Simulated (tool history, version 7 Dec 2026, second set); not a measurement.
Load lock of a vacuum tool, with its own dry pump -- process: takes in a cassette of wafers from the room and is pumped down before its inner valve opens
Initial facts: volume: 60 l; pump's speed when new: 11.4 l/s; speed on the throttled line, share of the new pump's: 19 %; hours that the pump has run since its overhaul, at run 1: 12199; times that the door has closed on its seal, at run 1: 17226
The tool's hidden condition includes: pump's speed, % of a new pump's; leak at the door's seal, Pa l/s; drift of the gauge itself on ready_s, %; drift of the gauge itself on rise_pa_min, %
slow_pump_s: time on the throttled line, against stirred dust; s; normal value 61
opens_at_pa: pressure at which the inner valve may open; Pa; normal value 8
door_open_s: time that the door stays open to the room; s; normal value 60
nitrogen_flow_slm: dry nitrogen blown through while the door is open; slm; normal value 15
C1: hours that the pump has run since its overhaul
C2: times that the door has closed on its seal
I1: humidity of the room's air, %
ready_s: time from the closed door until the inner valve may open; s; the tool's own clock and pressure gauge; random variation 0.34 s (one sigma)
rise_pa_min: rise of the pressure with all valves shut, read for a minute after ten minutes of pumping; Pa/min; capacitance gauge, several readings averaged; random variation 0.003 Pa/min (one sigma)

{"run": 1, "hour": 0.0, "slow_pump_s": 61, "opens_at_pa": 8, "door_open_s": 60, "nitrogen_flow_slm": 15, "C1": 12199, "C2": 17226, "I1": 44.3, "ready_s": 104.8, "rise_pa_min": 0.071}
{"run": 2, "hour": 184.9, "slow_pump_s": 61, "opens_at_pa": 8, "door_open_s": 60, "nitrogen_flow_slm": 15, "C1": 12383, "C2": 17575, "I1": 46.7, "ready_s": 105.4, "rise_pa_min": 0.067}
{"run": 3, "hour": 607.6, "slow_pump_s": 61, "opens_at_pa": 8, "door_open_s": 60, "nitrogen_flow_slm": 15, "C1": 12806, "C2": 18371, "I1": 45.2, "ready_s": 104.9, "rise_pa_min": 0.076}
{"run": 4, "hour": 872.6, "slow_pump_s": 61, "opens_at_pa": 8, "door_open_s": 60, "nitrogen_flow_slm": 15, "C1": 13071, "C2": 18870, "I1": 45.3, "ready_s": 105.3, "rise_pa_min": 0.074}
{"hour": 1046.5, "done": "dry pump taken out, an overhauled one fitted"}
{"run": 5, "hour": 1245.7, "slow_pump_s": 61, "opens_at_pa": 8, "door_open_s": 60, "nitrogen_flow_slm": 15, "C1": 199, "C2": 19562, "I1": 44.7, "ready_s": 98.9, "rise_pa_min": 0.08}
{"run": 6, "hour": 1490.7, "slow_pump_s": 61, "opens_at_pa": 8, "door_open_s": 156, "nitrogen_flow_slm": 15, "C1": 444, "C2": 20024, "I1": 45.7, "ready_s": 99.2, "rise_pa_min": 0.086}
{"run": 7, "hour": 1786.8, "slow_pump_s": 62, "opens_at_pa": 8, "door_open_s": 156, "nitrogen_flow_slm": 15, "C1": 740, "C2": 20582, "I1": 42.4, "ready_s": 100.3, "rise_pa_min": 0.09}
{"run": 8, "hour": 2153.0, "slow_pump_s": 62, "opens_at_pa": 8, "door_open_s": 156, "nitrogen_flow_slm": 15, "C1": 1106, "C2": 21271, "I1": 46.3, "ready_s": 100.7, "rise_pa_min": 0.094}
{"run": 9, "hour": 2375.2, "slow_pump_s": 69, "opens_at_pa": 8, "door_open_s": 156, "nitrogen_flow_slm": 15, "C1": 1329, "C2": 21690, "I1": 45.7, "ready_s": 107.1, "rise_pa_min": 0.098}
{"run": 10, "hour": 2697.5, "slow_pump_s": 69, "opens_at_pa": 8, "door_open_s": 156, "nitrogen_flow_slm": 15, "C1": 1651, "C2": 22297, "I1": 42.8, "ready_s": 106.7, "rise_pa_min": 0.097}
{"run": 11, "hour": 2915.9, "slow_pump_s": 61, "opens_at_pa": 8, "door_open_s": 60, "nitrogen_flow_slm": 15, "C1": 1869, "C2": 22709, "I1": 42.2, "ready_s": 100.0, "rise_pa_min": 0.089}
{"run": 12, "hour": 3182.4, "slow_pump_s": 61, "opens_at_pa": 8, "door_open_s": 60, "nitrogen_flow_slm": 15, "C1": 2136, "C2": 23211, "I1": 44.6, "ready_s": 100.7, "rise_pa_min": 0.098}
{"run": 13, "hour": 3413.3, "slow_pump_s": 61, "opens_at_pa": 8, "door_open_s": 60, "nitrogen_flow_slm": 15, "C1": 2367, "C2": 23646, "I1": 45.5, "ready_s": 100.6, "rise_pa_min": 0.093}
{"run": 14, "hour": 3606.2, "slow_pump_s": 61, "opens_at_pa": 8, "door_open_s": 60, "nitrogen_flow_slm": 15, "C1": 2560, "C2": 24009, "I1": 43.4, "ready_s": 100.7, "rise_pa_min": 0.103}
{"run": 15, "hour": 3923.8, "slow_pump_s": 61, "opens_at_pa": 8, "door_open_s": 205, "nitrogen_flow_slm": 15, "C1": 2877, "C2": 24608, "I1": 48.6, "ready_s": 100.5, "rise_pa_min": 0.119}
{"run": 16, "hour": 4236.4, "slow_pump_s": 61, "opens_at_pa": 8, "door_open_s": 205, "nitrogen_flow_slm": 15, "C1": 3190, "C2": 25197, "I1": 44.2, "ready_s": 100.8, "rise_pa_min": 0.114}
{"run": 17, "hour": 4470.5, "slow_pump_s": 61, "opens_at_pa": 8, "door_open_s": 205, "nitrogen_flow_slm": 15, "C1": 3424, "C2": 25638, "I1": 43.2, "ready_s": 100.7, "rise_pa_min": 0.126}
{"run": 18, "hour": 4677.5, "slow_pump_s": 61, "opens_at_pa": 8, "door_open_s": 205, "nitrogen_flow_slm": 15, "C1": 3631, "C2": 26028, "I1": 42.9, "ready_s": 101.1, "rise_pa_min": 0.118}
{"run": 19, "hour": 4985.2, "slow_pump_s": 61, "opens_at_pa": 8, "door_open_s": 65, "nitrogen_flow_slm": 15, "C1": 3939, "C2": 26608, "I1": 43.5, "ready_s": 100.9, "rise_pa_min": 0.116}
{"run": 20, "hour": 5288.5, "slow_pump_s": 61, "opens_at_pa": 8, "door_open_s": 152, "nitrogen_flow_slm": 15, "C1": 4242, "C2": 27179, "I1": 46.2, "ready_s": 101.2, "rise_pa_min": 0.133}
{"run": 21, "hour": 5607.7, "slow_pump_s": 44, "opens_at_pa": 13, "door_open_s": 87, "nitrogen_flow_slm": 12, "C1": 4561, "C2": 27780, "I1": 45.6, "ready_s": 85.0, "rise_pa_min": 0.131}
{"run": 22, "hour": 5918.7, "slow_pump_s": 72, "opens_at_pa": 12, "door_open_s": 60, "nitrogen_flow_slm": 35, "C1": 4872, "C2": 28366, "I1": 47.0, "ready_s": 108.1, "rise_pa_min": 0.122}
{"run": 23, "hour": 6270.1, "slow_pump_s": 72, "opens_at_pa": 12, "door_open_s": 60, "nitrogen_flow_slm": 35, "C1": 5224, "C2": 29028, "I1": 48.4, "ready_s": 108.8, "rise_pa_min": 0.119}
{"run": 24, "hour": 6490.0, "slow_pump_s": 64, "opens_at_pa": 12, "door_open_s": 60, "nitrogen_flow_slm": 16, "C1": 5444, "C2": 29443, "I1": 46.1, "ready_s": 102.4, "rise_pa_min": 0.128}
{"run": 25, "hour": 6679.9, "slow_pump_s": 78, "opens_at_pa": 14, "door_open_s": 44, "nitrogen_flow_slm": 43, "C1": 5633, "C2": 29801, "I1": 43.9, "ready_s": 111.9, "rise_pa_min": 0.128}
{"run": 26, "hour": 7025.0, "slow_pump_s": 108, "opens_at_pa": 8, "door_open_s": 60, "nitrogen_flow_slm": 15, "C1": 5978, "C2": 30451, "I1": 48.6, "ready_s": 140.1, "rise_pa_min": 0.147}
{"run": 27, "hour": 7264.2, "slow_pump_s": 66, "opens_at_pa": 7, "door_open_s": 30, "nitrogen_flow_slm": 5, "C1": 6218, "C2": 30901, "I1": 43.5, "ready_s": 107.9, "rise_pa_min": 0.149}
{"run": 28, "hour": 7567.5, "slow_pump_s": 66, "opens_at_pa": 7, "door_open_s": 30, "nitrogen_flow_slm": 5, "C1": 6521, "C2": 31473, "I1": 48.7, "ready_s": 107.7, "rise_pa_min": 0.152}
{"run": 29, "hour": 7806.4, "slow_pump_s": 46, "opens_at_pa": 13, "door_open_s": 60, "nitrogen_flow_slm": 5, "C1": 6760, "C2": 31923, "I1": 45.3, "ready_s": 88.3, "rise_pa_min": 0.159}
{"run": 30, "hour": 8146.4, "slow_pump_s": 37, "opens_at_pa": 10, "door_open_s": 60, "nitrogen_flow_slm": 5, "C1": 7100, "C2": 32564, "I1": 46.9, "ready_s": 82.6, "rise_pa_min": 0.165}
{"run": 31, "hour": 8538.9, "slow_pump_s": 37, "opens_at_pa": 10, "door_open_s": 60, "nitrogen_flow_slm": 5, "C1": 7492, "C2": 33303, "I1": 43.1, "ready_s": 83.0, "rise_pa_min": 0.174}
{"run": 32, "hour": 8763.3, "slow_pump_s": 113, "opens_at_pa": 6, "door_open_s": 60, "nitrogen_flow_slm": 15, "C1": 7717, "C2": 33726, "I1": 46.4, "ready_s": 146.2, "rise_pa_min": 0.163}
{"run": 33, "hour": 8941.0, "slow_pump_s": 40, "opens_at_pa": 8, "door_open_s": 33, "nitrogen_flow_slm": 15, "C1": 7894, "C2": 34061, "I1": 44.0, "ready_s": 87.0, "rise_pa_min": 0.16}
{"run": 34, "hour": 9250.0, "slow_pump_s": 40, "opens_at_pa": 6, "door_open_s": 33, "nitrogen_flow_slm": 11, "C1": 8204, "C2": 34643, "I1": 45.3, "ready_s": 88.7, "rise_pa_min": 0.164}
{"run": 35, "hour": 9439.6, "slow_pump_s": 40, "opens_at_pa": 6, "door_open_s": 33, "nitrogen_flow_slm": 11, "C1": 8393, "C2": 35000, "I1": 43.6, "ready_s": 89.4, "rise_pa_min": 0.171}
{"run": 36, "hour": 9728.9, "slow_pump_s": 40, "opens_at_pa": 6, "door_open_s": 33, "nitrogen_flow_slm": 11, "C1": 8682, "C2": 35545, "I1": 45.1, "ready_s": 88.9, "rise_pa_min": 0.176}
{"run": 37, "hour": 10054.0, "slow_pump_s": 61, "opens_at_pa": 8, "door_open_s": 31, "nitrogen_flow_slm": 6, "C1": 9008, "C2": 36158, "I1": 46.1, "ready_s": 103.6, "rise_pa_min": 0.184}

Consider 3 possible next runs. They are alternatives, not a sequence: every one starts from the tool as it was left by run 37. What does each give?
{"run": "A", "hour": 10390.9, "slow_pump_s": 61, "opens_at_pa": 10, "door_open_s": 28, "nitrogen_flow_slm": 6, "C1": 9344, "C2": 36793, "I1": 43.0, "ready_s": "?", "rise_pa_min": "?"}
{"run": "B", "hour": 10390.9, "slow_pump_s": 58, "opens_at_pa": 11, "door_open_s": 31, "nitrogen_flow_slm": 6, "C1": 9344, "C2": 36793, "I1": 46.9, "ready_s": "?", "rise_pa_min": "?"}
{"run": "C", "hour": 10390.9, "slow_pump_s": 46, "opens_at_pa": 8, "door_open_s": 135, "nitrogen_flow_slm": 44, "C1": 9344, "C2": 36793, "I1": 46.1, "ready_s": "?", "rise_pa_min": "?"}

run=A ready_s=102.7 rise_pa_min=0.182
run=B ready_s=99.8 rise_pa_min=0.182
run=C ready_s=92.3 rise_pa_min=0.181
Had the tool no hidden state, the same runs would have come out as:
run=A ready_s=98.1 rise_pa_min=0.019
run=B ready_s=95.3 rise_pa_min=0.021
run=C ready_s=87.3 rise_pa_min=0.019
